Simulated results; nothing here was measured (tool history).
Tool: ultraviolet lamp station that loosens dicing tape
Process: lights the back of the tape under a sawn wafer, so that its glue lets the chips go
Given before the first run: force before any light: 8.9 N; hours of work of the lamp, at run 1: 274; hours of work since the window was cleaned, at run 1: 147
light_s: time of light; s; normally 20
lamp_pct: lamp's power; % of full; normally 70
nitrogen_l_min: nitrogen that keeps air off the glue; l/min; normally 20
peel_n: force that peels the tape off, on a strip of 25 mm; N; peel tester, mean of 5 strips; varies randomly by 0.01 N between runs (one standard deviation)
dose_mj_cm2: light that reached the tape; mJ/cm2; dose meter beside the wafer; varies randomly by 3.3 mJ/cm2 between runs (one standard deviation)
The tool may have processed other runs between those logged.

run	day	light_s	lamp_pct	nitrogen_l_min	hours of work of the lamp	hours of work since the window was cleaned	peel_n	dose_mj_cm2
1	0.000	20	70	20	274	147	0.451	514
2	0.425	20	70	20	279	152	0.432	512
3	0.738	28	70	20	283	156	0.224	724
4	0.983	20	70	8	287	159	1.073	513
5	1.538	20	70	8	294	167	1.021	517
6	1.817	20	70	8	298	170	1.036	521
7	2.392	20	70	8	305	178	1.042	521
8	2.662	15	70	20	309	181	0.873	389
9	2.967	20	70	20	313	185	0.455	511
10	3.496	20	70	20	320	192	0.444	519
11	3.896	21	70	20	325	197	0.421	543
12	4.183	21	62	20	329	201	0.540	480
13	4.771	20	80	20	336	209	0.341	593
14	5.033	20	80	20	340	212	0.330	583
15	5.500	22	70	30	346	218	0.273	564
16	5.750	22	70	30	349	222	0.264	571
17	6.258	22	70	30	356	228	0.273	570
18	6.554	12	97	8	360	232	1.473	430
19	7.038	12	91	7	366	239	1.763	408
20	7.500	18	88	12	372	245	0.573	586
21	7.846	18	91	12	377	249	0.512	605
22	8.188	18	91	12	381	254	0.506	601
23	8.758	23	63	31	388	261	0.303	542
24	9.054	24	84	18	392	265	0.237	752
25	9.383	20	81	26	397	269	0.271	598
26	9.800	11	78	21	402	275	1.208	316
27	10.079	11	78	21	406	278	1.244	317
28	10.475	20	93	20	411	284	0.242	684

Branching from run 28: 4 alternative next runs. What would each branch give?
# day 10.729: window cleaned of glue's vapour
A	11.062	13	89	20	418	4	?	?
# day 10.729: window cleaned of glue's vapour
B	11.062	35	70	20	418	4	?	?
# day 10.729: window cleaned of glue's vapour
C	11.062	20	63	20	418	4	?	?
# day 10.729: window cleaned of glue's vapour
D	11.062	10	61	20	418	4	?	?

run	peel_n	dose_mj_cm2
A	0.712	427
B	0.170	901
C	0.568	464
D	2.256	222
Stripped of hidden state, with their random variation kept, the same runs would have yielded:
run	peel_n	dose_mj_cm2
A	0.711	427
B	0.170	902
C	0.567	465
D	2.253	223
